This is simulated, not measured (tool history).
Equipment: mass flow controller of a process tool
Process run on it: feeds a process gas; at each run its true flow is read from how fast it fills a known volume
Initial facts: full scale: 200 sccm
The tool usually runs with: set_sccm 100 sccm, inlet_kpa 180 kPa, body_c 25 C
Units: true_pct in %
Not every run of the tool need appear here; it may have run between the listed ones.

| run | day | set_sccm | inlet_kpa | body_c | true_pct |
|---|---|---|---|---|---|
| 1 | 0 | 100 | 180 | 25 | 101.38 |
| 2 | 10.342 | 100 | 180 | 25 | 101.42 |
| 3 | 20.45 | 100 | 180 | 25 | 101.44 |
| 4 | 33.579 | 100 | 180 | 25 | 101.48 |
| 5 | 44.712 | 100 | 180 | 25 | 101.44 |
| 6 | 51.262 | 100 | 180 | 25 | 101.43 |
| 7 | 63.704 | 100 | 180 | 25 | 101.36 |
| 8 | 71.292 | 100 | 180 | 25 | 101.49 |
| 9 | 79.729 | 100 | 180 | 25 | 101.41 |
| 10 | 94.883 | 100 | 180 | 39 | 100.69 |
| 11 | 104.283 | 100 | 180 | 39 | 100.7 |
| 12 | 117.083 | 100 | 180 | 39 | 100.42 |
| 13 | 126.7 | 100 | 180 | 39 | 100.47 |
| 14 | 134.612 | 100 | 180 | 39 | 100.59 |
| 15 | 145.854 | 51 | 180 | 25 | 100.91 |
| 16 | 152.1 | 100 | 180 | 38 | 100.67 |
| 17 | 162.317 | 100 | 180 | 38 | 100.72 |
| 18 | 175.129 | 100 | 180 | 25 | 101.43 |
| 19 | 184.583 | 100 | 180 | 25 | 101.57 |
| 20 | 193.479 | 162 | 180 | 25 | 101.93 |
| 21 | 205.475 | 162 | 180 | 25 | 101.83 |
| 22 | 219.646 | 100 | 215 | 25 | 101.64 |
|  | 220.488 | controller's zero set anew |
| 23 | 234.508 | 100 | 215 | 25 | 101.56 |
| 24 | 245.588 | 95 | 215 | 25 | 101.65 |
| 25 | 254.942 | 95 | 215 | 25 | 101.57 |
| 26 | 263.379 | 28 | 149 | 25 | 98.72 |
| 27 | 272.679 | 44 | 174 | 33 | 99.56 |
| 28 | 282.5 | 44 | 174 | 33 | 99.43 |
| 29 | 290.233 | 48 | 238 | 33 | 99.98 |
| 30 | 300.246 | 23 | 179 | 25 | 97.6 |
|  | 308.433 | controller's zero set anew, once more |
| 31 | 315.388 | 22 | 264 | 28 | 102.47 |
| 32 | 324.158 | 22 | 264 | 28 | 102.35 |
| 33 | 334.421 | 172 | 200 | 25 | 102.95 |
| 34 | 348.292 | 38 | 152 | 23 | 102.29 |
| 35 | 363.325 | 38 | 152 | 23 | 102.23 |
| 36 | 376.912 | 46 | 234 | 32 | 102.21 |
| 37 | 391.304 | 46 | 234 | 32 | 101.99 |
| 38 | 401.25 | 46 | 234 | 32 | 101.98 |
| 39 | 415.912 | 100 | 161 | 21 | 102.97 |
| 40 | 427.717 | 100 | 161 | 21 | 102.95 |
| 41 | 438.858 | 94 | 208 | 25 | 102.91 |
| 42 | 446.671 | 100 | 268 | 25 | 103.31 |
| 43 | 462.062 | 100 | 268 | 25 | 103.17 |
| 44 | 474.075 | 38 | 257 | 24 | 102.25 |
| 45 | 489.158 | 122 | 257 | 24 | 103.39 |
|  | 496.9 | controller exchanged for a calibrated one |
| 46 | 502.608 | 122 | 257 | 24 | 100.11 |
| 47 | 510.762 | 122 | 257 | 24 | 100.15 |
| 48 | 517.646 | 122 | 257 | 24 | 100.15 |

Measured less the same run without the tool's hidden state. The same run-to-run variation is in both; the gauge's scatter may not be:
The tool's hidden condition here consists of: flow at rest that the sensor doesn't see, % of full scale; true flow over the shown one, %; drift of the gauge itself on true_pct, %.
| run | true_pct |
|---|---|
| 1 | +1.67 |
| 2 | +1.68 |
| 3 | +1.68 |
| 4 | +1.69 |
| 5 | +1.71 |
| 6 | +1.71 |
| 7 | +1.71 |
| 8 | +1.73 |
| 9 | +1.73 |
| 10 | +1.74 |
| 11 | +1.75 |
| 12 | +1.76 |
| 13 | +1.76 |
| 14 | +1.78 |
| 15 | +1.27 |
| 16 | +1.78 |
| 17 | +1.8 |
| 18 | +1.81 |
| 19 | +1.83 |
| 20 | +2.1 |
| 21 | +2.11 |
| 22 | +1.85 |
| 23 | +1.76 |
| 24 | +1.72 |
| 25 | +1.73 |
| 26 | -0.82 |
| 27 | +0.48 |
| 28 | +0.44 |
| 29 | +0.63 |
| 30 | -1.97 |
| 31 | +2.74 |
| 32 | +2.64 |
| 33 | +3.02 |
| 34 | +2.71 |
| 35 | +2.65 |
| 36 | +2.72 |
| 37 | +2.67 |
| 38 | +2.66 |
| 39 | +3.05 |
| 40 | +3.07 |
| 41 | +3.04 |
| 42 | +3.08 |
| 43 | +3.1 |
| 44 | +2.16 |
| 45 | +3.22 |
| 46 | +0 |
| 47 | +0.01 |
| 48 | +0.02 |

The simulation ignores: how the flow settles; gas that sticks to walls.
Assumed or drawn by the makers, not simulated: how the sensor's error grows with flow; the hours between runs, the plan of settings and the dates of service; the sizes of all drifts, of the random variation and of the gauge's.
